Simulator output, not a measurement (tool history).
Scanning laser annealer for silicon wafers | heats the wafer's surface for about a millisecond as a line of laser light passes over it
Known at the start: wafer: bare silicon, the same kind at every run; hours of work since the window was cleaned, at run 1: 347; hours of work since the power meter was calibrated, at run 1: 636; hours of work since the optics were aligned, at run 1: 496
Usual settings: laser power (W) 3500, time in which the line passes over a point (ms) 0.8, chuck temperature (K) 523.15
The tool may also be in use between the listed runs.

| run | hour | laser power (W) | time in which the line passes over a point (ms) | chuck temperature (K) | hours of work since the window was cleaned | hours of work since the power meter was calibrated | hours of work since the optics were aligned | highest temperature of the surface (K) |
|---|---|---|---|---|---|---|---|---|
| 1 | 0 | 3500 | 0.8 | 523.15 | 347 | 636 | 496 | 1330.15 |
| 2 | 21.6 | 3500 | 0.8 | 523.15 | 358 | 646 | 507 | 1329.15 |
| 3 | 47.4 | 3500 | 0.914 | 523.15 | 371 | 659 | 520 | 1381.15 |
| 4 | 75.6 | 3500 | 0.914 | 523.15 | 385 | 673 | 534 | 1377.15 |
| 5 | 97.1 | 3500 | 0.8 | 523.15 | 395 | 683 | 544 | 1327.15 |
| 6 | 117.7 | 3500 | 0.8 | 523.15 | 405 | 694 | 554 | 1321.15 |
| 7 | 134.7 | 3500 | 0.8 | 523.15 | 414 | 702 | 563 | 1322.15 |
| 8 | 156.4 | 3500 | 0.8 | 523.15 | 424 | 713 | 573 | 1321.15 |
| 9 | 186.4 | 3500 | 0.8 | 523.15 | 439 | 727 | 588 | 1320.15 |
| 10 | 219.7 | 3500 | 0.8 | 523.15 | 455 | 744 | 605 | 1321.15 |
| 11 | 245.3 | 3500 | 0.8 | 523.15 | 468 | 756 | 617 | 1318.15 |
| 12 | 274.6 | 3500 | 0.8 | 523.15 | 483 | 771 | 632 | 1315.15 |
| 13 | 300.1 | 3500 | 0.831 | 523.15 | 495 | 783 | 644 | 1330.15 |
| 14 | 327.1 | 3800 | 0.8 | 551.15 | 508 | 797 | 657 | 1424.15 |
| 15 | 349.7 | 3393 | 0.8 | 551.15 | 520 | 808 | 669 | 1313.15 |
| 16 | 376.3 | 3393 | 0.8 | 551.15 | 533 | 821 | 682 | 1312.15 |
| 17 | 407.9 | 3393 | 0.8 | 551.15 | 548 | 837 | 697 | 1310.15 |
| 18 | 424.5 | 3431 | 0.8 | 501.15 | 556 | 845 | 705 | 1269.15 |
| 19 | 450.2 | 3246 | 0.616 | 501.15 | 569 | 857 | 718 | 1137.15 |
| 20 | 466.6 | 3246 | 0.616 | 501.15 | 577 | 865 | 726 | 1140.15 |
| 21 | 482.9 | 3246 | 0.647 | 501.15 | 585 | 873 | 734 | 1150.15 |
| 22 | 508.3 | 3152 | 0.999 | 523.15 | 598 | 886 | 747 | 1288.15 |
| 23 | 531.4 | 3152 | 0.999 | 542.15 | 609 | 897 | 758 | 1302.15 |
|  | 544.8 | window over the wafer cleaned |
| 24 | 557 | 3152 | 0.999 | 542.15 | 6 | 909 | 770 | 1359.15 |

Forecast each of these 3 alternatives for the next run:
| A | 582.4 | 3152 | 0.999 | 560.15 | 18 | 921 | 782 | ? |
| B | 582.4 | 3500 | 0.825 | 523.15 | 18 | 921 | 782 | ? |
| C | 582.4 | 3078 | 0.8 | 523.15 | 18 | 921 | 782 | ? |

| run | highest temperature of the surface (K) |
|---|---|
| A | 1374.15 |
| B | 1369.15 |
| C | 1239.15 |
Without the tool's hidden state the same runs would have given:
| run | highest temperature of the surface (K) |
|---|---|
| A | 1380.15 |
| B | 1376.15 |
| C | 1245.15 |

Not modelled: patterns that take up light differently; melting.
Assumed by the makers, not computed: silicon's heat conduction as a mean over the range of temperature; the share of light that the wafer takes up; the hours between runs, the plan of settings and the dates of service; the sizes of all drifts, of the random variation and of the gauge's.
